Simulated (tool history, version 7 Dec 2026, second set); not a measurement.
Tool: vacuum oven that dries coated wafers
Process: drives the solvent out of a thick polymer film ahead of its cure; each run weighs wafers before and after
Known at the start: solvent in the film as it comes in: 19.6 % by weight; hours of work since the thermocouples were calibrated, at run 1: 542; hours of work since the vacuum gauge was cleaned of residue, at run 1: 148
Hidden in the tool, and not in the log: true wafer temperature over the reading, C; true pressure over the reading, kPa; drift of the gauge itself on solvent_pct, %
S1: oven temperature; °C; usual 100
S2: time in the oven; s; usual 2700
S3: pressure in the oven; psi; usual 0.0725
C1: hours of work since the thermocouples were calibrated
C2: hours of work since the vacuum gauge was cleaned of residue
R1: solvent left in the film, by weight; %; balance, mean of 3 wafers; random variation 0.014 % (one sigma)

run,day,S1,S2,S3,C1,C2,R1
1,0.000,100,2700,0.0725,542,148,2.13
2,0.438,100,2700,0.0725,546,152,2.11
3,1.088,100,2700,0.0376,553,159,1.94
4,1.562,100,2700,0.0376,557,164,1.92
5,2.212,100,2700,0.0376,564,170,1.93
6,2.679,100,2700,0.0376,569,175,1.94
7,3.254,102,2700,0.0725,574,181,1.69
8,3.804,102,2700,0.0725,580,186,1.71
9,4.079,102,2700,0.1430,583,189,2.03
10,4.400,102,2700,0.1430,586,192,2.04
11,4.721,110,2700,0.1430,589,195,0.92
12,5.258,110,2700,0.1430,595,201,0.91
13,5.600,100,2100,0.0680,598,204,3.20
14,6.204,86,2700,0.0725,604,210,6.22
15,6.800,86,2700,0.0725,610,216,6.24
16,7.350,86,2700,0.0725,616,222,6.21
17,7.929,113,4200,0.0508,621,228,0.19
18,8.375,113,4200,0.0508,626,232,0.22
19,8.975,113,4200,0.0508,632,238,0.20
20,9.367,110,1380,0.0365,636,242,2.53
21,9.779,110,1380,0.0365,640,246,2.50
22,10.267,111,2700,0.0725,645,251,0.56
23,10.596,102,2700,0.0725,648,254,1.70
24,11.154,87,1920,0.2065,654,260,8.54

3 ways to go on from here, each from the tool as it stands after run 24. What would each give?
A,11.554,112,2460,0.0687,658,264,?
B,11.554,108,2700,0.0725,658,264,?
C,11.554,97,1740,0.0828,658,264,?

run,R1
A,0.63
B,0.84
C,5.11
Without the tool's hidden state the same runs would have given:
run,R1
A,0.63
B,0.85
C,5.11

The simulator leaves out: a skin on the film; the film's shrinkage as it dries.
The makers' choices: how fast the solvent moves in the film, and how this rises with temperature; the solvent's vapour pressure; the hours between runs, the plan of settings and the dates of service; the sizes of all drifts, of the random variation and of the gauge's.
